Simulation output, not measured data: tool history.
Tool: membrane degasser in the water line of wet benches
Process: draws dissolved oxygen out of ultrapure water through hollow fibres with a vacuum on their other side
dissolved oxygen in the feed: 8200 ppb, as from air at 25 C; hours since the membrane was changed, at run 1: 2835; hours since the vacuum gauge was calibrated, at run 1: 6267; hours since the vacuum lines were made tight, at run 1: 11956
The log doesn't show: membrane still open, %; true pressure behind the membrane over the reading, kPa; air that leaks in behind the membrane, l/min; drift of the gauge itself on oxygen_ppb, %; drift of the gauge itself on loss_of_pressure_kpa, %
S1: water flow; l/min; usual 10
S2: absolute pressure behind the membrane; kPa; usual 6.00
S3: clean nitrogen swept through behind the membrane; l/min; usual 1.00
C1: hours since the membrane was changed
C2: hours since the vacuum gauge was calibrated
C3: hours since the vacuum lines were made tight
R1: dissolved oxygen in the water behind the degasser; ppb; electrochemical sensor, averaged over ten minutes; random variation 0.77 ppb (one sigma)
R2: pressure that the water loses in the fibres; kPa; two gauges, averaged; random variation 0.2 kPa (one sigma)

run,day,S1,S2,S3,C1,C2,C3,R1,R2
1,0.000,10,6.00,1.00,2835,6267,11956,81.5,43.70
# day 0.696: vacuum gauge calibrated
2,3.279,10,6.00,1.00,2913,62,12034,84.0,43.32
3,5.721,10,6.00,1.00,2971,121,12093,81.6,43.36
4,8.862,10,6.00,1.00,3047,196,12168,82.1,43.60
5,11.000,10,6.00,1.00,3098,247,12219,83.6,43.65
6,15.125,10,6.00,1.00,3197,346,12319,83.3,43.17
7,19.304,9,6.00,1.00,3297,447,12419,72.7,39.37
# day 22.346: vacuum gauge calibrated, once more
8,23.842,10,6.00,1.00,3406,36,12527,76.3,43.95
9,26.942,10,6.00,1.00,3480,110,12602,76.0,43.52
10,31.008,10,6.00,0.85,3578,208,12699,87.7,43.75
11,33.550,10,6.00,0.85,3639,269,12760,86.7,43.59
12,35.688,10,6.00,0.85,3690,320,12812,85.8,43.66
13,40.008,8,12.80,1.18,3794,424,12915,174.4,35.04
14,44.262,10,11.16,1.00,3896,526,13017,208.2,43.69
15,48.254,10,8.22,1.00,3992,622,13113,131.0,43.55
16,51.308,12,6.71,0.94,4065,695,13186,125.4,52.68
17,54.971,8,5.15,1.11,4153,783,13274,39.5,35.16
# day 57.392: seals of the vacuum lines changed
18,57.979,9,6.00,1.17,4223,853,14,55.4,39.20
19,61.596,11,5.94,0.82,4310,940,101,94.4,48.47
20,64.792,11,11.78,0.81,4387,1017,178,275.8,48.49
21,68.454,8,6.48,0.85,4475,1105,265,73.8,35.35
22,70.767,8,6.48,0.85,4530,1160,321,73.7,35.14
23,74.512,16,4.91,1.80,4620,1250,411,93.0,70.25
24,78.633,8,8.27,0.41,4719,1349,510,217.2,35.40

3 ways to go on from here, each from the tool as it stands after run 24. What would each give?
A,82.517,14,7.93,0.91,4812,1442,603,?,?
B,82.517,8,10.69,0.41,4812,1442,603,?,?
C,82.517,8,8.27,0.41,4812,1442,603,?,?

run,R1,R2
A,198.1,61.80
B,320.9,35.24
C,218.1,35.50
Without the tool's hidden state the same runs would have given:
run,R1,R2
A,192.6,60.15
B,318.5,34.30
C,216.2,34.56

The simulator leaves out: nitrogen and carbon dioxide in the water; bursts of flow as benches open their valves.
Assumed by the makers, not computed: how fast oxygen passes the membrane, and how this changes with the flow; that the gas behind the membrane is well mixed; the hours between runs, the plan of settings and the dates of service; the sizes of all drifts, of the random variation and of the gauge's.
